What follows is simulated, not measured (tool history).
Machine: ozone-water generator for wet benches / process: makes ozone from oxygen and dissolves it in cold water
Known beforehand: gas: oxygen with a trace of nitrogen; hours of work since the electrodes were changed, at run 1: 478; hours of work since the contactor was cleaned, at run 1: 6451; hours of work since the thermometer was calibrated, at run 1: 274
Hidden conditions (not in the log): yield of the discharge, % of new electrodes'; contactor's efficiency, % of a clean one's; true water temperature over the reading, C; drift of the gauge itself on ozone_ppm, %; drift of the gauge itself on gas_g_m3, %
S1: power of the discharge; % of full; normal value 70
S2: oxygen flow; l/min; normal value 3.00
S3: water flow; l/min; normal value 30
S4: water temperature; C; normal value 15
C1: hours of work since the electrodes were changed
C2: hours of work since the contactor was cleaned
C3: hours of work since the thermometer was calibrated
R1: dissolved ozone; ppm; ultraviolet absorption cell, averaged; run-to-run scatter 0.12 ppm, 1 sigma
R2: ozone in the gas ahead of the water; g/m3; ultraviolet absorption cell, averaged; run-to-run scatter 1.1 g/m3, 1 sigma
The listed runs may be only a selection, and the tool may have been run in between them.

run   hour  S1    S2  S3  S4   C1    C2   C3    R1     R2
  1    0.0  70  3.00  30  15  478  6451  274  11.7  191.8
  2   22.1  70  3.00  30  15  493  6466  289  12.1  190.5
  3   52.0  70  3.00  30  15  513  6486  309  11.9  190.2
  4   81.8  70  3.00  30  15  533  6506  329  12.1  192.2
  5  121.7  70  3.00  30  15  560  6533  356  11.9  191.2
  6  143.1  73  3.00  30  15  574  6547  370  12.5  200.7
  7  178.3  72  3.00  30  15  598  6571  394  12.2  196.3
  8  214.3  72  3.00  30  15  622  6595  418  12.1  196.4
  9  239.8  70  3.00  30  15  639  6612  435  12.1  193.0
 10  268.1  70  3.00  30  15  658  6631  454  11.7  194.6
 11  304.0  70  3.00  30  15  682  6655  478  11.7  191.7
 12  344.3  53  4.14  30  15  709  6682  505   9.2  121.2
 13  377.7  70  3.00  30  15  731  6705  528  12.1  193.3
 14  412.7  56  1.77  30  16  755  6728  551   8.4  218.1
 15  446.4  74  3.25  29  17  778  6751  574  12.8  194.0
 16  485.9  51  3.00  33  15  804  6777  600   8.1  143.1
 17  514.2  51  3.00  33  15  823  6796  619   8.0  142.6
 18  538.8  70  3.00  43  15  840  6813  636   8.4  193.8
 19  567.5  70  4.49  30  12  859  6832  655  12.7  151.7
 20  602.3  63  3.00  36  15  882  6856  679   9.0  175.4
 21  644.3  63  3.00  36  15  911  6884  707   9.1  175.3

What would each run have given without the hidden state, its run-to-run variation left as it was?
run     R2
  1  191.8
  2  190.4
  3  190.0
  4  191.9
  5  190.7
  6  200.1
  7  195.5
  8  195.4
  9  192.0
 10  193.4
 11  190.4
 12  120.3
 13  191.7
 14  216.1
 15  192.0
 16  141.5
 17  140.9
 18  191.5
 19  149.8
 20  173.0
 21  172.7
R1: at most 0.1 ppm away from the measurement, every run.
